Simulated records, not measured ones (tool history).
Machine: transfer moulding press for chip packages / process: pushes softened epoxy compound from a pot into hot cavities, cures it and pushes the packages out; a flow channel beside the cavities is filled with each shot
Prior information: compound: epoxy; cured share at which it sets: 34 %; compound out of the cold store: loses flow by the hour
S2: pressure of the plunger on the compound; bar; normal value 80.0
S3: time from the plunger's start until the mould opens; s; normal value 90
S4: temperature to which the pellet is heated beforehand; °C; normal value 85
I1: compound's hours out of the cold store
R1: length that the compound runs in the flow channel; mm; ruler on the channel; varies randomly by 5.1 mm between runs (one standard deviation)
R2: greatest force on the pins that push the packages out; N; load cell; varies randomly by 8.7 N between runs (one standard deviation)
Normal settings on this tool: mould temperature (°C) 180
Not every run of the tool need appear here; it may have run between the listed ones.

{"run": 1, "day": 0.0, "mould temperature (°C)": 180, "S2": 80.0, "S3": 90, "S4": 85, "I1": 40.0, "R1": 478, "R2": 835}
{"day": 0.462, "done": "cavities cleaned with cleaning compound and waxed"}
{"run": 2, "day": 0.554, "mould temperature (°C)": 180, "S2": 80.0, "S3": 90, "S4": 85, "I1": 47.6, "R1": 440, "R2": 445}
{"day": 0.721, "done": "plunger's sealing rings changed"}
{"run": 3, "day": 1.083, "mould temperature (°C)": 180, "S2": 80.0, "S3": 90, "S4": 85, "I1": 32.1, "R1": 563, "R2": 587}
{"run": 4, "day": 1.592, "mould temperature (°C)": 184, "S2": 80.0, "S3": 90, "S4": 85, "I1": 43.8, "R1": 515, "R2": 544}
{"run": 5, "day": 1.879, "mould temperature (°C)": 184, "S2": 80.0, "S3": 90, "S4": 85, "I1": 46.1, "R1": 505, "R2": 569}
{"run": 6, "day": 2.321, "mould temperature (°C)": 184, "S2": 80.0, "S3": 90, "S4": 85, "I1": 10.7, "R1": 637, "R2": 694}
{"run": 7, "day": 2.562, "mould temperature (°C)": 184, "S2": 80.0, "S3": 90, "S4": 85, "I1": 35.5, "R1": 548, "R2": 653}
{"run": 8, "day": 2.846, "mould temperature (°C)": 184, "S2": 80.0, "S3": 90, "S4": 85, "I1": 31.9, "R1": 539, "R2": 693}
{"run": 9, "day": 3.117, "mould temperature (°C)": 184, "S2": 80.0, "S3": 90, "S4": 85, "I1": 25.1, "R1": 575, "R2": 728}
{"run": 10, "day": 3.629, "mould temperature (°C)": 184, "S2": 80.0, "S3": 90, "S4": 85, "I1": 14.8, "R1": 609, "R2": 721}
{"day": 3.758, "done": "cavities cleaned with cleaning compound and waxed"}
{"run": 11, "day": 3.996, "mould temperature (°C)": 180, "S2": 80.0, "S3": 121, "S4": 85, "I1": 40.6, "R1": 528, "R2": 367}
{"run": 12, "day": 4.417, "mould temperature (°C)": 180, "S2": 80.0, "S3": 121, "S4": 85, "I1": 13.6, "R1": 613, "R2": 439}
{"run": 13, "day": 4.696, "mould temperature (°C)": 180, "S2": 80.0, "S3": 121, "S4": 85, "I1": 19.0, "R1": 603, "R2": 490}
{"run": 14, "day": 5.079, "mould temperature (°C)": 180, "S2": 85.0, "S3": 121, "S4": 85, "I1": 23.7, "R1": 607, "R2": 525}
{"run": 15, "day": 5.417, "mould temperature (°C)": 177, "S2": 80.0, "S3": 90, "S4": 86, "I1": 45.0, "R1": 508, "R2": 910}
{"run": 16, "day": 5.662, "mould temperature (°C)": 177, "S2": 80.0, "S3": 90, "S4": 86, "I1": 40.0, "R1": 520, "R2": 956}
{"run": 17, "day": 5.904, "mould temperature (°C)": 177, "S2": 80.0, "S3": 90, "S4": 90, "I1": 28.5, "R1": 574, "R2": 997}
{"run": 18, "day": 6.154, "mould temperature (°C)": 177, "S2": 68.6, "S3": 121, "S4": 90, "I1": 24.0, "R1": 534, "R2": 612}
{"run": 19, "day": 6.512, "mould temperature (°C)": 177, "S2": 68.8, "S3": 121, "S4": 90, "I1": 23.9, "R1": 535, "R2": 637}
{"run": 20, "day": 6.808, "mould temperature (°C)": 179, "S2": 68.8, "S3": 94, "S4": 90, "I1": 9.8, "R1": 591, "R2": 946}
{"day": 6.933, "done": "cavities cleaned with cleaning compound and waxed"}
{"run": 21, "day": 7.392, "mould temperature (°C)": 180, "S2": 80.0, "S3": 84, "S4": 95, "I1": 19.4, "R1": 584, "R2": 695}
{"run": 22, "day": 7.7, "mould temperature (°C)": 180, "S2": 80.0, "S3": 118, "S4": 95, "I1": 30.7, "R1": 539, "R2": 443}
{"run": 23, "day": 8.004, "mould temperature (°C)": 180, "S2": 83.4, "S3": 118, "S4": 95, "I1": 32.0, "R1": 547, "R2": 493}
{"run": 24, "day": 8.283, "mould temperature (°C)": 177, "S2": 69.3, "S3": 90, "S4": 85, "I1": 20.6, "R1": 547, "R2": 1004}
{"run": 25, "day": 8.65, "mould temperature (°C)": 186, "S2": 68.3, "S3": 112, "S4": 81, "I1": 34.7, "R1": 475, "R2": 534}
{"run": 26, "day": 9.075, "mould temperature (°C)": 186, "S2": 78.7, "S3": 79, "S4": 81, "I1": 21.4, "R1": 555, "R2": 820}
{"run": 27, "day": 9.621, "mould temperature (°C)": 186, "S2": 78.7, "S3": 79, "S4": 81, "I1": 20.8, "R1": 562, "R2": 868}
{"run": 28, "day": 9.95, "mould temperature (°C)": 181, "S2": 69.9, "S3": 128, "S4": 85, "I1": 32.9, "R1": 494, "R2": 585}

Results for each run, recomputed without the tool's hidden state and with each run's random variation untouched:
The hidden state here: true mould temperature over the reading, C; pressure that reaches the compound, % of what is set; grip of the stained cavities, % over clean ones'; drift of the gauge itself on flow_mm, %; drift of the gauge itself on push_out_n, %.
run=1 R1=546 R2=396
run=2 R1=504 R2=386
run=3 R1=562 R2=394
run=4 R1=517 R2=317
run=5 R1=507 R2=310
run=6 R1=641 R2=353
run=7 R1=552 R2=328
run=8 R1=544 R2=339
run=9 R1=582 R2=345
run=10 R1=617 R2=334
run=11 R1=537 R2=295
run=12 R1=624 R2=287
run=13 R1=615 R2=294
run=14 R1=620 R2=293
run=15 R1=520 R2=458
run=16 R1=534 R2=469
run=17 R1=590 R2=475
run=18 R1=550 R2=298
run=19 R1=551 R2=303
run=20 R1=611 R2=433
run=21 R1=605 R2=480
run=22 R1=560 R2=282
run=23 R1=570 R2=288
run=24 R1=570 R2=526
run=25 R1=497 R2=283
run=26 R1=581 R2=395
run=27 R1=591 R2=399
run=28 R1=520 R2=283

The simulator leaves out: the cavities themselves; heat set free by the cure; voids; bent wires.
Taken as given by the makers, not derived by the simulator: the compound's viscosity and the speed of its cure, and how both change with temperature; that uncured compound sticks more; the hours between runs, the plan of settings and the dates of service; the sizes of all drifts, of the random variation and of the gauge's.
